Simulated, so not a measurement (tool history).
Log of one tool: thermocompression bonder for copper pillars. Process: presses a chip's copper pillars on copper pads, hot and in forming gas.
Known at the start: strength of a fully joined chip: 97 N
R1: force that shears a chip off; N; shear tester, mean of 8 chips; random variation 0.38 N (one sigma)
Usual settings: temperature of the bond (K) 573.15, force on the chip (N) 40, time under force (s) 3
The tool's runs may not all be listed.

Run 1, hour 0.0: usual settings. Result: R1 55.2 N.
Run 2, hour 20.2: usual settings. Result: R1 54.5 N.
Run 3, hour 50.0: usual settings but temperature of the bond (K) 590.15. Result: R1 64.0 N.
Run 4, hour 79.0: usual settings but temperature of the bond (K) 590.15. Result: R1 64.3 N.
Run 5, hour 126.1: usual settings but temperature of the bond (K) 590.15. Result: R1 64.4 N.
At hour 141.8: forming gas filter changed.
Run 6, hour 166.7: usual settings. Result: R1 55.6 N.
Run 7, hour 194.6: usual settings. Result: R1 55.0 N.
Run 8, hour 223.6: usual settings but force on the chip (N) 46. Result: R1 61.6 N.
Run 9, hour 257.5: usual settings but temperature of the bond (K) 543.15, force on the chip (N) 46. Result: R1 43.7 N.
Run 10, hour 285.0: usual settings. Result: R1 54.6 N.
Run 11, hour 316.8: usual settings. Result: R1 55.0 N.
At hour 327.3: forming gas filter changed.
Run 12, hour 364.5: usual settings. Result: R1 54.5 N.
Run 13, hour 405.0: usual settings but force on the chip (N) 31. Result: R1 43.7 N.
At hour 415.6: force cell calibrated.
Run 14, hour 436.8: usual settings but force on the chip (N) 31. Result: R1 43.5 N.
Run 15, hour 470.1: usual settings but force on the chip (N) 31. Result: R1 43.5 N.
Run 16, hour 490.5: usual settings but temperature of the bond (K) 600.15, force on the chip (N) 31, time under force (s) 7. Result: R1 72.2 N.
At hour 515.4: forming gas filter changed.
Run 17, hour 523.4: usual settings but temperature of the bond (K) 599.15, force on the chip (N) 26, time under force (s) 5. Result: R1 58.7 N.

The next listed run, before its measurement:
Run 18, hour 562.5: usual settings but temperature of the bond (K) 599.15, force on the chip (N) 26, time under force (s) 5. Result: R1 ?.

Run 18 gave R1 58.0 N.
Without the tool's hidden state the same run would have given R1 57.9 N.
